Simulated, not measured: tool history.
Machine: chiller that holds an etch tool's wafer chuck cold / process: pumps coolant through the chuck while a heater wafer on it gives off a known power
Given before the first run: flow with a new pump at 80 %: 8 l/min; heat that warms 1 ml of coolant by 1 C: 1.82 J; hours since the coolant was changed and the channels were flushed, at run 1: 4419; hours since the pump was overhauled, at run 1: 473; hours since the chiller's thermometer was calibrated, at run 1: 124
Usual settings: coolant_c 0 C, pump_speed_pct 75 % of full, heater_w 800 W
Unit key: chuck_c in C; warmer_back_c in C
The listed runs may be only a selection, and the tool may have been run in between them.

run	hour	coolant_c	pump_speed_pct	heater_w	hours since the coolant was changed and the channels were flushed	hours since the pump was overhauled	hours since the chiller's thermometer was calibrated	chuck_c	warmer_back_c
1	0	0	75	800	4419	473	124	7.14	3.53
2	35.5	0	75	800	4454	508	160	7.22	3.5
3	86.9	0	75	800	4506	560	211	7.1	3.51
4	123.3	0	75	800	4542	596	248	7.15	3.53
5	162.1	0	75	609	4581	635	286	5.55	2.71
6	197	0	75	1079	4616	670	321	9.79	4.78
7	226	0	75	1079	4645	699	350	9.65	4.77
8	263.4	0	75	1115	4682	736	388	10.15	4.91
9	324.5	0	75	1115	4743	797	449	10	4.92
10	363.8	3	75	800	4783	837	488	10.03	3.52
11	423.7	0	70	800	4843	897	548	7.65	3.82
12	456	0	70	800	4875	929	580	7.77	3.84
13	498.9	-6	75	800	4918	972	623	1.11	3.51
14	560.1	-6	75	800	4979	1033	684	1.04	3.51
15	602.2	-6	75	800	5021	1075	726	1.3	3.56
16	658	0	75	688	5077	1131	782	6.07	3.08
17	685.8	0	75	688	5105	1159	810	6.28	3.04
18	727.8	0	85	1081	5147	1201	852	8.63	4.15
19	781.8	-7	84	731	5201	1255	906	-1.18	2.87
20	834	-7	84	731	5253	1307	958	-1.26	2.85
21	876.8	-7	84	731	5296	1350	1001	-1.04	2.85
22	927.6	10	64	605	5346	1401	1052	16.47	3.2
23	978.6	-8	60	800	5397	1452	1103	0.77	4.58
24	1014.9	7	93	1028	5434	1488	1139	14.6	3.53
25	1056.9	-1	75	409	5476	1530	1181	2.71	1.82
26	1093.6	-1	64	409	5512	1567	1218	3.2	2.17
27	1128.5	0	75	800	5547	1601	1253	7.13	3.52
28	1166.6	9	90	1034	5585	1640	1291	16.88	3.75
29	1224.7	10	90	458	5644	1698	1349	13.45	1.65
30	1279.7	8	85	451	5699	1753	1404	11.66	1.73
31	1334	3	75	800	5753	1807	1458	10.04	3.52

Consider 5 possible next runs. They are alternatives, not a sequence: every one starts from the tool as it was left by run 31. What does each give?
A	1371.7	9	93	494	5791	1845	1496	?	?
B	1371.7	3	75	842	5791	1845	1496	?	?
C	1371.7	-1	90	800	5791	1845	1496	?	?
D	1371.7	-8	80	692	5791	1845	1496	?	?
E	1371.7	10	66	425	5791	1845	1496	?	?

run	chuck_c	warmer_back_c
A	12.71	1.73
B	10.5	3.7
C	5.01	2.88
D	-2.15	2.85
E	14.26	2.15
Stripped of hidden state, with their random variation kept, the same runs would have yielded:
run	chuck_c	warmer_back_c
A	12.71	1.73
B	10.49	3.7
C	5.01	2.88
D	-2.16	2.85
E	14.26	2.15
